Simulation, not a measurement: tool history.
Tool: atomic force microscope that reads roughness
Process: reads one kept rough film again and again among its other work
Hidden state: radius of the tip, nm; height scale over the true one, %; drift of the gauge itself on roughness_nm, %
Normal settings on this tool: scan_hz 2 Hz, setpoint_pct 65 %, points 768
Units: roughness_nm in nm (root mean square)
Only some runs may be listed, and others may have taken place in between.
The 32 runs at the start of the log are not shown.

run	day	scan_hz	setpoint_pct	points	pictures with this tip	hours of work since the height scale was calibrated	roughness_nm
33	21.35	2.22	64	824	62	967	3.689
34	22.167	2.22	64	824	100	982	3.659
# day 22.554: new tip fitted
35	23.029	0.6	65	768	22	998	3.749
36	23.612	2.38	72	641	49	1009	3.602
37	24.271	2.38	72	641	79	1022	3.57
# day 25.038: new tip fitted
38	25.254	2.38	72	641	10	1040	3.574
39	26.204	2.38	72	641	54	1058	3.545
40	27.179	2	63	400	99	1076	3.656
# day 27.554: new tip fitted
41	27.742	2	63	400	9	1086	3.675
42	28.625	1	63	266	49	1103	3.691
43	29.542	2	70	768	92	1120	3.598
44	29.958	2	70	768	111	1128	3.632
# day 30.054: new tip fitted
45	30.958	2	70	768	42	1146	3.622
46	31.858	2	70	768	83	1163	3.639
47	32.425	0.54	65	599	110	1174	3.763
# day 32.567: new tip fitted
48	33.283	3.63	64	671	34	1190	3.578

Run 49, settings as shown, results not yet in. Your forecast:
49	33.833	2	56	528	59	1200	?

{"run 49": {"roughness_nm": 3.694}}
Without the tool's hidden state the same run would have given roughness_nm 3.7 nm (root mean square).

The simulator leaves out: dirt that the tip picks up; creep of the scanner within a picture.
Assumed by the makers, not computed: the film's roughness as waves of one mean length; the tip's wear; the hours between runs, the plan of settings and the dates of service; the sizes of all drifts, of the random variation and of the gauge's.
